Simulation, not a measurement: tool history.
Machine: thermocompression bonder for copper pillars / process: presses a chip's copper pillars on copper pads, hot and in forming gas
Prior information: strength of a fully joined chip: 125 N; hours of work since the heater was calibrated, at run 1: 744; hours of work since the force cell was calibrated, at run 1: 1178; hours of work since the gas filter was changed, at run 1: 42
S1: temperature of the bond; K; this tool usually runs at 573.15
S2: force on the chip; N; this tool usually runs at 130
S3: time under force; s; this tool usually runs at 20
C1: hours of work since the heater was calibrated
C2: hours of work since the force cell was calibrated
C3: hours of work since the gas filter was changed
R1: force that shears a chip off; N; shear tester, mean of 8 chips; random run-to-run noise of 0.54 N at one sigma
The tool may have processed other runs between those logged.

Run 1, day 0: usual settings; C1 744; C2 1178; C3 42. Result: R1 46 N.
Run 2, day 2.033: usual settings; C1 777; C2 1211; C3 75. Result: R1 45.3 N.
Run 3, day 3.158: usual settings; C1 795; C2 1230; C3 93. Result: R1 44.9 N.
Run 4, day 5.25: usual settings; C1 829; C2 1264; C3 128. Result: R1 44.3 N.
At day 5.733: forming gas filter changed.
Run 5, day 7.55: usual settings; C1 867; C2 1301; C3 30. Result: R1 45.2 N.
Run 6, day 9.479: usual settings; C1 898; C2 1332; C3 61. Result: R1 44.1 N.
Run 7, day 11.758: usual settings; C1 935; C2 1370; C3 98. Result: R1 43.5 N.
Run 8, day 13.871: usual settings but S1 586.15 K; C1 970; C2 1404; C3 133. Result: R1 50.6 N.
At day 14.096: forming gas filter changed.
Run 9, day 16.242: usual settings but S1 586.15 K; C1 1008; C2 1442; C3 35. Result: R1 52.5 N.
Run 10, day 17.788: usual settings but S2 187 N; C1 1033; C2 1468; C3 60. Result: R1 61.3 N.
Run 11, day 19.175: usual settings but S2 187 N; C1 1056; C2 1490; C3 83. Result: R1 61.1 N.
Run 12, day 21.842: usual settings but S2 187 N; C1 1099; C2 1534; C3 126. Result: R1 60.6 N.
At day 22.321: forming gas filter changed.
Run 13, day 22.992: usual settings but S2 101 N; C1 1118; C2 1552; C3 11. Result: R1 33.8 N.
Run 14, day 24.288: usual settings but S2 101 N; C1 1139; C2 1573; C3 32. Result: R1 33.3 N.
Run 15, day 26.575: usual settings but S2 101 N; C1 1176; C2 1610; C3 69. Result: R1 33 N.
At day 27.946: heater calibrated with a thermocouple chip.
Run 16, day 28.225: usual settings but S2 101 N; C1 5; C2 1636; C3 95. Result: R1 38.6 N.
Run 17, day 29.675: usual settings; C1 28; C2 1660; C3 119. Result: R1 49.2 N.
At day 30.75: forming gas filter changed.
Run 18, day 31.846: usual settings but S3 28 s; C1 63; C2 1695; C3 18. Result: R1 57 N.
Run 19, day 33.312: usual settings but S2 112 N; C1 87; C2 1719; C3 42. Result: R1 42.6 N.
Run 20, day 35.017: usual settings; C1 115; C2 1746; C3 70. Result: R1 48.9 N.
Run 21, day 36.65: usual settings; C1 142; C2 1773; C3 96. Result: R1 48.9 N.
Run 22, day 37.725: usual settings; C1 159; C2 1791; C3 114. Result: R1 48.9 N.
At day 39.179: forming gas filter changed.
Run 23, day 40.296: usual settings but S1 546.15 K, S2 113 N, S3 35 s; C1 201; C2 1832; C3 18. Result: R1 37.7 N.
Run 24, day 41.904: usual settings but S1 546.15 K, S2 113 N, S3 35 s; C1 227; C2 1858; C3 44. Result: R1 37.2 N.
Run 25, day 44.346: usual settings but S3 30 s; C1 267; C2 1898; C3 84. Result: R1 56.5 N.
Run 26, day 45.975: usual settings but S1 570.15 K, S2 86 N, S3 21 s; C1 293; C2 1925; C3 111. Result: R1 30.8 N.
At day 46.175: force cell calibrated.
At day 47.579: forming gas filter changed.
Run 27, day 47.804: usual settings but S1 570.15 K, S2 86 N, S3 21 s; C1 322; C2 26; C3 4. Result: R1 32.2 N.
Run 28, day 49.288: usual settings but S1 570.15 K, S2 86 N, S3 21 s; C1 346; C2 50; C3 28. Result: R1 32.1 N.
Run 29, day 51.325: usual settings but S1 577.15 K, S2 96 N, S3 11 s; C1 379; C2 84; C3 61. Result: R1 29.8 N.
Run 30, day 52.729: usual settings but S3 18 s; C1 402; C2 107; C3 84. Result: R1 48.4 N.
Run 31, day 55.1: usual settings but S1 596.15 K, S3 36 s; C1 441; C2 145; C3 123. Result: R1 75.7 N.
At day 55.9: forming gas filter changed.
Run 32, day 56.55: usual settings but S1 581.15 K, S2 171 N, S3 18 s; C1 464; C2 168; C3 11. Result: R1 67.4 N.
At day 58.812: force cell calibrated, once more.
Run 33, day 58.812: usual settings but S1 571.15 K, S2 133 N, S3 16 s; C1 500; C2 0; C3 47. Result: R1 39.7 N.
Run 34, day 61.408: usual settings but S1 571.15 K, S2 133 N, S3 16 s; C1 542; C2 42; C3 89. Result: R1 40.2 N.
Run 35, day 62.704: usual settings but S1 571.15 K, S2 133 N, S3 13 s; C1 563; C2 63; C3 110. Result: R1 37.5 N.
At day 64.308: forming gas filter changed.
Run 36, day 64.862: usual settings but S1 571.15 K, S2 133 N, S3 13 s; C1 598; C2 98; C3 9. Result: R1 36.3 N.
Run 37, day 66.733: usual settings but S1 557.15 K, S2 94 N, S3 22 s; C1 629; C2 129; C3 40. Result: R1 26 N.
Run 38, day 68.85: usual settings but S1 584.15 K, S3 41 s; C1 663; C2 163; C3 74. Result: R1 63.6 N.
Run 39, day 70.75: usual settings but S1 553.15 K, S2 129 N, S3 30 s; C1 694; C2 194; C3 105. Result: R1 38.8 N.

Across each entry between runs, compare the hidden state at the last listed run before it with the hidden state at the first listed run after it:
Logged between run 4 and run 5: forming gas filter changed (day 5.733)
  true temperature of the bond over the reading, C: -8.1 -> -8.5; force that reaches the chip, % of what is set: 104.6 -> 104.7; oxide that the forming gas leaves, % of the face: 3.09 -> 1.22
  the result without the hidden state subtracted from the measured one, R1: -3.8 -> -3.1 N
Logged between run 8 and run 9: forming gas filter changed (day 14.096)
  true temperature of the bond over the reading, C: -9.5 -> -9.9; force that reaches the chip, % of what is set: 105.1 -> 105.2; oxide that the forming gas leaves, % of the face: 3.4 -> 1.54
  the result without the hidden state subtracted from the measured one, R1: -4.9 -> -4.1 N
Logged between run 12 and run 13: forming gas filter changed (day 22.321)
  true temperature of the bond over the reading, C: -10.7 -> -10.9; force that reaches the chip, % of what is set: 105.5 -> 105.6; oxide that the forming gas leaves, % of the face: 3.51 -> 0.93
  the result without the hidden state subtracted from the measured one, R1: -6.5 -> -3.3 N
Logged between run 15 and run 16: heater calibrated with a thermocouple chip (day 27.946)
  true temperature of the bond over the reading, C: -11.5 -> -0.3; force that reaches the chip, % of what is set: 105.8 -> 105.9; oxide that the forming gas leaves, % of the face: 2.13 -> 2.7
  the result without the hidden state subtracted from the measured one, R1: -3.9 -> +1.2 N
Logged between run 17 and run 18: forming gas filter changed (day 30.75)
  true temperature of the bond over the reading, C: -0.5 -> -0.8; force that reaches the chip, % of what is set: 106 -> 106.1; oxide that the forming gas leaves, % of the face: 3.22 -> 0.92
  the result without the hidden state subtracted from the measured one, R1: +1.1 -> +2.3 N
Logged between run 22 and run 23: forming gas filter changed (day 39.179)
  true temperature of the bond over the reading, C: -1.8 -> -2.2; force that reaches the chip, % of what is set: 106.4 -> 106.6; oxide that the forming gas leaves, % of the face: 3.04 -> 0.93
  the result without the hidden state subtracted from the measured one, R1: +0.6 -> +1.1 N
Logged between run 26 and run 27: force cell calibrated (day 46.175); forming gas filter changed (day 47.579)
  true temperature of the bond over the reading, C: -3.1 -> -3.3; force that reaches the chip, % of what is set: 106.9 -> 111; oxide that the forming gas leaves, % of the face: 2.87 -> 0.61
  the result without the hidden state subtracted from the measured one, R1: +0.2 -> +2.1 N
Logged between run 31 and run 32: forming gas filter changed (day 55.9)
  true temperature of the bond over the reading, C: -4.5 -> -4.7; oxide that the forming gas leaves, % of the face: 3.31 -> 0.83
  the result without the hidden state subtracted from the measured one, R1: +1.1 -> +2.7 N
Logged between run 32 and run 33: force cell calibrated, once more (day 58.812)
  true temperature of the bond over the reading, C: -4.7 -> -5.1; force that reaches the chip, % of what is set: 111.5 -> 100.2; oxide that the forming gas leaves, % of the face: 0.83 -> 1.64
  the result without the hidden state subtracted from the measured one, R1: +2.7 -> -3.1 N
Logged between run 35 and run 36: forming gas filter changed (day 64.308)
  true temperature of the bond over the reading, C: -5.7 -> -6; force that reaches the chip, % of what is set: 100.4 -> 100.6; oxide that the forming gas leaves, % of the face: 3.05 -> 0.92
  the result without the hidden state subtracted from the measured one, R1: -3.7 -> -3 N
